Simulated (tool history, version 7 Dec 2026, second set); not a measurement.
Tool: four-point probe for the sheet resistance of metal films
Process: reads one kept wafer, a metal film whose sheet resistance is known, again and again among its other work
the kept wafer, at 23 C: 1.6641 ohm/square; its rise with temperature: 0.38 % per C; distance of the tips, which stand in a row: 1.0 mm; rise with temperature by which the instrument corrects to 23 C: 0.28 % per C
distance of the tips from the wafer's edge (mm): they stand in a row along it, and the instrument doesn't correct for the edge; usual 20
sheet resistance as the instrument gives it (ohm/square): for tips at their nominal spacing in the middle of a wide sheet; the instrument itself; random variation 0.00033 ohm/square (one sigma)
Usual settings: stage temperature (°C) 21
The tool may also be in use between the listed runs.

run	hour	stage temperature (°C)	distance of the tips from the wafer's edge (mm)	sheet resistance as the instrument gives it (ohm/square)
1	0	21	20	1.660389
2	8.9	21	20	1.660333
3	18	21	20	1.660073
4	33.7	21	20	1.659802
5	43.9	21	20	1.660456
6	52.4	21	4	1.712255
7	60.3	21	4	1.71236
8	68.3	21	4	1.711951
9	76.4	21	4	1.711856
10	84.4	24	20	1.665458
11	102.8	24	49	1.66273
12	117.2	31	5	1.710168
13	125.1	27	10	1.677632
14	137.4	29	5	1.707031
15	146.7	26	31	1.667583
16	157.2	20	13	1.661917
17	176.1	20	13	1.661163

3 ways to go on from here, each from the tool as it stands after run 17. What would each give?
A	185.6	19	43	?
B	185.6	21	6	?
C	185.6	19	37	?

run	sheet resistance as the instrument gives it (ohm/square)
A	1.654598
B	1.682403
C	1.655559
Without the tool's hidden state the same runs would have given:
run	sheet resistance as the instrument gives it (ohm/square)
A	1.657507
B	1.685357
C	1.658469

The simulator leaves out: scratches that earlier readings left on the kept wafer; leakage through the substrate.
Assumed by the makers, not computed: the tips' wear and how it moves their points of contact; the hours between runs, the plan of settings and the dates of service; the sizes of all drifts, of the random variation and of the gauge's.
